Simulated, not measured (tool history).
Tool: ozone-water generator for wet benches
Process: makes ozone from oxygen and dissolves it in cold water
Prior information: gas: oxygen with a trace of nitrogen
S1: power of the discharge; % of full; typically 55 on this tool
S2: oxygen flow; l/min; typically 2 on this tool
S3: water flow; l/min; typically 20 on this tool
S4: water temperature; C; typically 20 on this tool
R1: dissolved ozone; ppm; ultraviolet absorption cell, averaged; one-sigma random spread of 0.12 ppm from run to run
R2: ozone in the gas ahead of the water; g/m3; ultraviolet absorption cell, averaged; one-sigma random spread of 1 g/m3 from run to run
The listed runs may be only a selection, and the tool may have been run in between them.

run 1 hour=0 | S1=55 S2=2 S3=20 S4=20 | R1=9.3 R2=178.4
run 2 hour=23.1 | S1=55 S2=2 S3=20 S4=17 | R1=9.9 R2=176.4
run 3 hour=47.7 | S1=55 S2=2 S3=20 S4=17 | R1=9.7 R2=174.8
run 4 hour=85.4 | S1=55 S2=3.52 S3=20 S4=20 | R1=11.1 R2=141.5
run 5 hour=114.3 | S1=55 S2=2 S3=20 S4=25 | R1=9 R2=177.6
run 6 hour=141.2 | S1=55 S2=2 S3=20 S4=25 | R1=8.9 R2=176.4
run 7 hour=172.3 | S1=55 S2=2 S3=20 S4=25 | R1=8.8 R2=176.1
run 8 hour=221 | S1=55 S2=2 S3=20 S4=25 | R1=8.9 R2=176.6
run 9 hour=271.8 | S1=55 S2=2 S3=20 S4=20 | R1=9.4 R2=175.1
run 10 hour=301.1 | S1=55 S2=2 S3=20 S4=20 | R1=9.4 R2=177.5
run 11 hour=348 | S1=55 S2=2 S3=20 S4=20 | R1=9.5 R2=175.3
run 12 hour=388.9 | S1=55 S2=2 S3=20 S4=20 | R1=9.3 R2=175.5
run 13 hour=411.1 | S1=94 S2=2 S3=16 S4=20 | R1=17.1 R2=250.6
run 14 hour=441.5 | S1=70 S2=2 S3=16 S4=13 | R1=14.6 R2=206.9
-- hour=447.8 contactor cleaned
run 15 hour=478.8 | S1=67 S2=2 S3=13 S4=13 | R1=17.3 R2=200
run 16 hour=519 | S1=63 S2=2 S3=24 S4=27 | R1=7.6 R2=190.9
run 17 hour=548.7 | S1=42 S2=2 S3=20 S4=20 | R1=7.3 R2=145.7
-- hour=601.2 contactor cleaned, once more
run 18 hour=601.2 | S1=78 S2=2 S3=20 S4=27 | R1=11.6 R2=223.3
run 19 hour=646 | S1=78 S2=3.18 S3=23 S4=22 | R1=11.9 R2=182.9
run 20 hour=677.2 | S1=89 S2=3.18 S3=15 S4=22 | R1=19.6 R2=200.3
run 21 hour=706.7 | S1=89 S2=3.18 S3=15 S4=22 | R1=19.2 R2=199.1
run 22 hour=729.3 | S1=55 S2=2.07 S3=20 S4=24 | R1=9.4 R2=170
run 23 hour=761.4 | S1=46 S2=1.39 S3=16 S4=13 | R1=10.2 R2=178.7

5 options for the next run, each taken on its own from the tool as it stands now. Forecast them:
run A hour=800 | S1=46 S2=3.33 S3=22 S4=13 | R1=? R2=?
run B hour=800 | S1=87 S2=1.11 S3=20 S4=13 | R1=? R2=?
run C hour=800 | S1=95 S2=2 S3=20 S4=20 | R1=? R2=?
run D hour=800 | S1=46 S2=1.61 S3=13 S4=13 | R1=? R2=?
run E hour=800 | S1=86 S2=1.39 S3=16 S4=13 | R1=? R2=?

run=A R1=9.8 R2=124.5
run=B R1=10.7 R2=299.1
run=C R1=13.8 R2=249.3
run=D R1=13.2 R2=168.1
run=E R1=15.2 R2=270.4
Had the tool no hidden state, the same runs would have come out as:
run=A R1=10.3 R2=129.5
run=B R1=11.5 R2=319
run=C R1=15 R2=266.8
run=D R1=13.8 R2=174.9
run=E R1=16.4 R2=288.3
